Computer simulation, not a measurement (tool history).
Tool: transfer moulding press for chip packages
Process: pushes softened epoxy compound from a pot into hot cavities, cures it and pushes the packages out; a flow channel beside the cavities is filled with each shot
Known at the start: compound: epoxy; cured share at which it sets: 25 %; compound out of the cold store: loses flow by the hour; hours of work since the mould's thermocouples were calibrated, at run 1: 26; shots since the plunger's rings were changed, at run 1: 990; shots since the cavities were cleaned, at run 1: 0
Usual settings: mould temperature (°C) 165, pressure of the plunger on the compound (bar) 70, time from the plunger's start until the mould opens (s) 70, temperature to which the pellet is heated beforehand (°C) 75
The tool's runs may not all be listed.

run	day	mould temperature (°C)	pressure of the plunger on the compound (bar)	time from the plunger's start until the mould opens (s)	temperature to which the pellet is heated beforehand (°C)	hours of work since the mould's thermocouples were calibrated	shots since the plunger's rings were changed	shots since the cavities were cleaned	incoming compound's hours out of the cold store	length that the compound runs in the flow channel (mm)	greatest force on the pins that push the packages out (N)
1	0	165	70	70	75	26	990	0	19.5	917	497
2	0.362	167	70	70	75	31	1123	133	37.5	795	491
3	0.558	165	70	70	75	34	1194	204	25.3	869	631
4	0.95	165	70	70	75	40	1338	348	10.6	979	734
5	1.154	165	70	86	75	43	1411	421	38.4	788	584
6	1.379	165	70	86	75	47	1494	504	28.8	850	600
7	1.662	165	70	86	75	51	1598	608	12.2	963	667
8	1.975	165	70	86	75	55	1712	722	27.5	854	684
9	2.354	165	70	86	75	61	1850	860	35.8	797	707
# day 2.496: cavities cleaned with cleaning compound and waxed
10	2.817	166	70	70	75	67	1997	118	20.5	893	534
11	3.046	166	70	56	75	70	2080	201	35.8	796	887
12	3.329	166	70	56	75	75	2183	304	38.2	785	954
13	3.733	168	70	70	75	81	2332	453	40.4	763	650
14	3.933	168	70	70	75	84	2404	525	13.4	934	694

Run 15 comes next. What will it give?
15	4.321	168	70	70	75	89	2547	668	8.9	?	?

Run 15 gave length that the compound runs in the flow channel (mm) 966, greatest force on the pins that push the packages out (N) 748.
Without the tool's hidden state the same run would have given length that the compound runs in the flow channel (mm) 997, greatest force on the pins that push the packages out (N) 427.
